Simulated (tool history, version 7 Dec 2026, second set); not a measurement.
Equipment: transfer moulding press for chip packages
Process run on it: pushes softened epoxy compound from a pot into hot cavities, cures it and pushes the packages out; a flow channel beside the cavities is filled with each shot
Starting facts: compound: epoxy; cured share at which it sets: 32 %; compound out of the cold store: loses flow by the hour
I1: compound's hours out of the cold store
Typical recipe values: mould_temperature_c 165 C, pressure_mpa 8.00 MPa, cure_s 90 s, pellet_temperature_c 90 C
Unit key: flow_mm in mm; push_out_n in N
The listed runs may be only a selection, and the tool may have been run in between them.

Run 1, hour 0.0: usual settings; I1 37.4. Result: flow_mm 768 mm, push_out_n 342 N.
Run 2, hour 22.6: usual settings; I1 21.3. Result: flow_mm 792 mm, push_out_n 494 N.
Run 3, hour 46.7: usual settings; I1 12.1. Result: flow_mm 811 mm, push_out_n 575 N.
At hour 52.5: cavities cleaned with cleaning compound and waxed.
Run 4, hour 82.1: usual settings; I1 32.7. Result: flow_mm 763 mm, push_out_n 513 N.
At hour 112.4: cavities cleaned with cleaning compound and waxed.
Run 5, hour 124.2: usual settings; I1 40.6. Result: flow_mm 745 mm, push_out_n 396 N.
Run 6, hour 156.3: usual settings but mould_temperature_c 158 C; I1 41.2. Result: flow_mm 774 mm, push_out_n 894 N.
At hour 162.7: plunger's sealing rings changed.
At hour 174.0: cavities cleaned with cleaning compound and waxed.
Run 7, hour 186.3: usual settings but mould_temperature_c 158 C; I1 23.3. Result: flow_mm 866 mm, push_out_n 687 N.
Run 8, hour 211.9: usual settings but mould_temperature_c 158 C; I1 36.7. Result: flow_mm 814 mm, push_out_n 885 N.
At hour 233.7: cavities cleaned with cleaning compound and waxed.
Run 9, hour 260.2: usual settings but mould_temperature_c 158 C; I1 39.6. Result: flow_mm 812 mm, push_out_n 790 N.
At hour 292.8: cavities cleaned with cleaning compound and waxed.
Run 10, hour 308.1: usual settings but mould_temperature_c 158 C; I1 37.5. Result: flow_mm 816 mm, push_out_n 710 N.
Run 11, hour 337.1: usual settings but mould_temperature_c 158 C; I1 47.7. Result: flow_mm 786 mm, push_out_n 888 N.
At hour 352.5: cavities cleaned with cleaning compound and waxed.
Run 12, hour 372.1: usual settings; I1 43.8. Result: flow_mm 757 mm, push_out_n 457 N.
Run 13, hour 399.5: usual settings; I1 42.3. Result: flow_mm 752 mm, push_out_n 559 N.
At hour 413.8: cavities cleaned with cleaning compound and waxed.
Run 14, hour 432.8: usual settings; I1 47.0. Result: flow_mm 743 mm, push_out_n 444 N.
At hour 474.2: cavities cleaned with cleaning compound and waxed.
Run 15, hour 474.2: usual settings; I1 21.3. Result: flow_mm 793 mm, push_out_n 323 N.
Run 16, hour 506.5: usual settings but pressure_mpa 9.20 MPa, cure_s 77 s; I1 11.0. Result: flow_mm 886 mm, push_out_n 707 N.
At hour 533.9: cavities cleaned with cleaning compound and waxed.
Run 17, hour 542.8: usual settings but mould_temperature_c 173 C, pressure_mpa 8.09 MPa, cure_s 86 s, pellet_temperature_c 98 C; I1 19.6. Result: flow_mm 767 mm, push_out_n 327 N.
Run 18, hour 579.7: usual settings but pressure_mpa 6.38 MPa, pellet_temperature_c 94 C; I1 32.3. Result: flow_mm 693 mm, push_out_n 569 N.
At hour 596.7: plunger's sealing rings changed.
At hour 598.2: cavities cleaned with cleaning compound and waxed.
Run 19, hour 622.7: usual settings but mould_temperature_c 170 C, pellet_temperature_c 98 C; I1 8.2. Result: flow_mm 838 mm, push_out_n 427 N.
At hour 659.4: cavities cleaned with cleaning compound and waxed.
Run 20, hour 660.4: usual settings but pressure_mpa 8.50 MPa, cure_s 128 s, pellet_temperature_c 93 C; I1 9.1. Result: flow_mm 872 mm, push_out_n 281 N.
Run 21, hour 703.2: usual settings but pressure_mpa 8.50 MPa, cure_s 128 s, pellet_temperature_c 93 C; I1 15.6. Result: flow_mm 862 mm, push_out_n 466 N.
At hour 719.2: cavities cleaned with cleaning compound and waxed.
Run 22, hour 729.9: usual settings but mould_temperature_c 169 C, pressure_mpa 9.06 MPa, cure_s 110 s, pellet_temperature_c 100 C; I1 32.2. Result: flow_mm 825 mm, push_out_n 338 N.
Run 23, hour 762.1: usual settings but mould_temperature_c 173 C, pressure_mpa 8.42 MPa, cure_s 116 s, pellet_temperature_c 81 C; I1 25.6. Result: flow_mm 792 mm, push_out_n 468 N.
At hour 780.5: cavities cleaned with cleaning compound and waxed.
Run 24, hour 812.0: usual settings but mould_temperature_c 171 C, pressure_mpa 9.74 MPa, pellet_temperature_c 97 C; I1 8.5. Result: flow_mm 896 mm, push_out_n 427 N.
At hour 842.4: cavities cleaned with cleaning compound and waxed.
Run 25, hour 845.6: usual settings but cure_s 117 s, pellet_temperature_c 82 C; I1 34.1. Result: flow_mm 777 mm, push_out_n 302 N.
Run 26, hour 886.9: usual settings but cure_s 117 s, pellet_temperature_c 82 C; I1 17.8. Result: flow_mm 810 mm, push_out_n 477 N.
At hour 901.4: cavities cleaned with cleaning compound and waxed.
Run 27, hour 928.7: usual settings but mould_temperature_c 162 C, pressure_mpa 6.63 MPa, cure_s 112 s; I1 29.7. Result: flow_mm 727 mm, push_out_n 469 N.

3 ways to go on from here, each from the tool as it stands after run 27. What would each give?
At hour 941.6: mould's thermocouples calibrated.
At hour 964.6: cavities cleaned with cleaning compound and waxed.
Run A, hour 969.1: usual settings but mould_temperature_c 160 C, pressure_mpa 6.63 MPa, cure_s 74 s, pellet_temperature_c 92 C; I1 26.1. Result: flow_mm ?, push_out_n ?.
At hour 941.6: mould's thermocouples calibrated.
At hour 964.6: cavities cleaned with cleaning compound and waxed.
Run B, hour 969.1: usual settings but mould_temperature_c 170 C, pressure_mpa 6.97 MPa; I1 16.3. Result: flow_mm ?, push_out_n ?.
At hour 941.6: mould's thermocouples calibrated.
At hour 964.6: cavities cleaned with cleaning compound and waxed.
Run C, hour 969.1: usual settings but mould_temperature_c 159 C, pressure_mpa 9.55 MPa, cure_s 72 s; I1 40.6. Result: flow_mm ?, push_out_n ?.

run  flow_mm  push_out_n
  A      732         736
  B      723         305
  C      845         808
With no hidden state in the tool, these same runs would have given:
run  flow_mm  push_out_n
  A      765         643
  B      755         268
  C      882         707

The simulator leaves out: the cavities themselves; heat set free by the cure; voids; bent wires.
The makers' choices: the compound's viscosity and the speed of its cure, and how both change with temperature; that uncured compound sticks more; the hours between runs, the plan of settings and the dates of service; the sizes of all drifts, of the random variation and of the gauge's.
